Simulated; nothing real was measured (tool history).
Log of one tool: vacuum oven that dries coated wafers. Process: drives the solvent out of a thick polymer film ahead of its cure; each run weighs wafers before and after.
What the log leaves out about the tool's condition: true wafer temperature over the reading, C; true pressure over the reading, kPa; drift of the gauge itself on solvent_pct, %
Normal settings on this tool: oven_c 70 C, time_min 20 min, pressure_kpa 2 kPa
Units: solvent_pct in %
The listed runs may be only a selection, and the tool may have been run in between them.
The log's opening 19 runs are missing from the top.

run     day  oven_c  time_min  pressure_kpa  hours of work since the thermocouples were calibrated  hours of work since the vacuum gauge was cleaned of residue  solvent_pct
 20  16.762      70        32          3.12                                                   1487                                                         1000         3.88
 21  17.383      69        32          1.19                                                   1496                                                         1009         1.93
 22  18.658      69        32          1.19                                                   1516                                                         1029         1.91
 23  19.888      81        13          1.87                                                   1535                                                         1048         2.01
 24  20.992      64        31          1.71                                                   1552                                                         1065          3.4
 25  21.862      58        35          1.79                                                   1565                                                         1078         4.85
 26  22.421      63        35          1.43                                                   1574                                                         1087         3.13
 27  23.221      55        20             2                                                   1586                                                         1099         7.47
 28  24.088      76        10          1.88                                                   1599                                                         1112         3.43
 29  24.708      59        16          2.29                                                   1609                                                         1122         7.07
 30  25.825      82        20          2.57                                                   1626                                                         1139         2.07
 31  26.479      82        10          2.57                                                   1636                                                         1149         2.69
 32  27.508      81        20             2                                                   1652                                                         1165         1.68
     27.654  -- oven's thermocouples calibrated
 33    28.3      81        20             2                                                     10                                                         1176         1.66
 34  28.983      63        12          3.12                                                     20                                                         1186         7.28
 35  29.667      62        17          2.68                                                     31                                                         1197         6.22

Here are 3 independent what-if runs from the current tool condition. What would each one return?
  A  30.658      70        20           1.4                                                     46                                                         1212            ?
  B  30.658      62        18          5.31                                                     46                                                         1212            ?
  C  30.658      60        17          2.68                                                     46                                                         1212            ?

run  solvent_pct
  A          2.5
  B         8.93
  C         6.88
Take away the tool's hidden state, keep each run's random variation, and the runs would have read:
run  solvent_pct
  A         2.07
  B         8.44
  C         6.34
